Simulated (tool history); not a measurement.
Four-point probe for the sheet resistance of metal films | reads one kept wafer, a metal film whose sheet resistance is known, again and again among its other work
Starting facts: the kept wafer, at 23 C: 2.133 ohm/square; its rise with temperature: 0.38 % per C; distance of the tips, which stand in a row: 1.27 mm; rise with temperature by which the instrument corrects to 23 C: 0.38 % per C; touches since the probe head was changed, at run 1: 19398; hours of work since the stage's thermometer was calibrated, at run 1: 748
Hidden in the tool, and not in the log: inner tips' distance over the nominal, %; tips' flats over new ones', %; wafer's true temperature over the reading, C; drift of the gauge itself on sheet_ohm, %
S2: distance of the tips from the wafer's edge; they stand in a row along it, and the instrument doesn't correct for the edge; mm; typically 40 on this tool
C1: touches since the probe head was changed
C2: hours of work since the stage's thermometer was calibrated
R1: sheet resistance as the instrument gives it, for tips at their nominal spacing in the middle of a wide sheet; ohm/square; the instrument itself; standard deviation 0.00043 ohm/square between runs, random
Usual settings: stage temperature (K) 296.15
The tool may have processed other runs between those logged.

{"run": 1, "hour": 0.0, "stage temperature (K)": 296.15, "S2": 40, "C1": 19398, "C2": 748, "R1": 2.143243}
{"run": 2, "hour": 16.8, "stage temperature (K)": 296.15, "S2": 41, "C1": 19941, "C2": 755, "R1": 2.142882}
{"run": 3, "hour": 39.1, "stage temperature (K)": 296.15, "S2": 41, "C1": 20660, "C2": 765, "R1": 2.14245}
{"run": 4, "hour": 50.8, "stage temperature (K)": 296.15, "S2": 41, "C1": 21036, "C2": 770, "R1": 2.142918}
{"run": 5, "hour": 72.4, "stage temperature (K)": 296.15, "S2": 41, "C1": 21735, "C2": 779, "R1": 2.142331}
{"run": 6, "hour": 90.1, "stage temperature (K)": 296.15, "S2": 41, "C1": 22305, "C2": 787, "R1": 2.142802}
{"run": 7, "hour": 99.7, "stage temperature (K)": 296.15, "S2": 41, "C1": 22617, "C2": 791, "R1": 2.142821}
{"run": 8, "hour": 114.1, "stage temperature (K)": 296.15, "S2": 41, "C1": 23081, "C2": 797, "R1": 2.143035}
{"run": 9, "hour": 132.2, "stage temperature (K)": 296.15, "S2": 40, "C1": 23664, "C2": 805, "R1": 2.143148}
{"run": 10, "hour": 152.9, "stage temperature (K)": 296.15, "S2": 40, "C1": 24334, "C2": 814, "R1": 2.142591}
{"run": 11, "hour": 169.8, "stage temperature (K)": 296.15, "S2": 40, "C1": 24879, "C2": 821, "R1": 2.143031}
{"run": 12, "hour": 188.3, "stage temperature (K)": 296.15, "S2": 40, "C1": 25477, "C2": 829, "R1": 2.143242}
{"run": 13, "hour": 206.0, "stage temperature (K)": 296.15, "S2": 40, "C1": 26048, "C2": 837, "R1": 2.14299}
{"run": 14, "hour": 222.6, "stage temperature (K)": 296.15, "S2": 40, "C1": 26582, "C2": 844, "R1": 2.14312}
{"run": 15, "hour": 244.7, "stage temperature (K)": 296.15, "S2": 42, "C1": 27297, "C2": 853, "R1": 2.142916}
{"run": 16, "hour": 261.9, "stage temperature (K)": 296.15, "S2": 42, "C1": 27849, "C2": 861, "R1": 2.143409}
{"run": 17, "hour": 275.3, "stage temperature (K)": 292.15, "S2": 18, "C1": 28285, "C2": 867, "R1": 2.147847}
{"run": 18, "hour": 291.7, "stage temperature (K)": 295.15, "S2": 35, "C1": 28813, "C2": 874, "R1": 2.143461}
{"run": 19, "hour": 304.1, "stage temperature (K)": 295.15, "S2": 35, "C1": 29212, "C2": 879, "R1": 2.14375}
{"run": 20, "hour": 325.4, "stage temperature (K)": 304.15, "S2": 4, "C1": 29901, "C2": 888, "R1": 2.251135}
{"run": 21, "hour": 346.6, "stage temperature (K)": 304.15, "S2": 4, "C1": 30586, "C2": 898, "R1": 2.251856}
{"run": 22, "hour": 359.4, "stage temperature (K)": 292.15, "S2": 24, "C1": 30996, "C2": 903, "R1": 2.146528}
{"run": 23, "hour": 375.1, "stage temperature (K)": 296.15, "S2": 3, "C1": 31506, "C2": 910, "R1": 2.328753}
{"run": 24, "hour": 392.9, "stage temperature (K)": 296.15, "S2": 12, "C1": 32078, "C2": 918, "R1": 2.15544}
{"run": 25, "hour": 404.3, "stage temperature (K)": 293.15, "S2": 17, "C1": 32448, "C2": 922, "R1": 2.149521}
{"run": 26, "hour": 415.8, "stage temperature (K)": 293.15, "S2": 17, "C1": 32819, "C2": 927, "R1": 2.149384}

5 ways to go on from here, each from the tool as it stands after run 26. What would each give?
{"run": "A", "hour": 436.4, "stage temperature (K)": 307.15, "S2": 40, "C1": 33482, "C2": 936, "R1": "?"}
{"run": "B", "hour": 436.4, "stage temperature (K)": 307.15, "S2": 19, "C1": 33482, "C2": 936, "R1": "?"}
{"run": "C", "hour": 436.4, "stage temperature (K)": 293.15, "S2": 58, "C1": 33482, "C2": 936, "R1": "?"}
{"run": "D", "hour": 436.4, "stage temperature (K)": 304.15, "S2": 9, "C1": 33482, "C2": 936, "R1": "?"}
{"run": "E", "hour": 436.4, "stage temperature (K)": 301.15, "S2": 17, "C1": 33482, "C2": 936, "R1": "?"}

run=A R1=2.143065
run=B R1=2.147267
run=C R1=2.143800
run=D R1=2.165026
run=E R1=2.148678
Had the tool no hidden state, the same runs would have come out as:
run=A R1=2.133534
run=B R1=2.137718
run=C R1=2.134178
run=D R1=2.155386
run=E R1=2.139087

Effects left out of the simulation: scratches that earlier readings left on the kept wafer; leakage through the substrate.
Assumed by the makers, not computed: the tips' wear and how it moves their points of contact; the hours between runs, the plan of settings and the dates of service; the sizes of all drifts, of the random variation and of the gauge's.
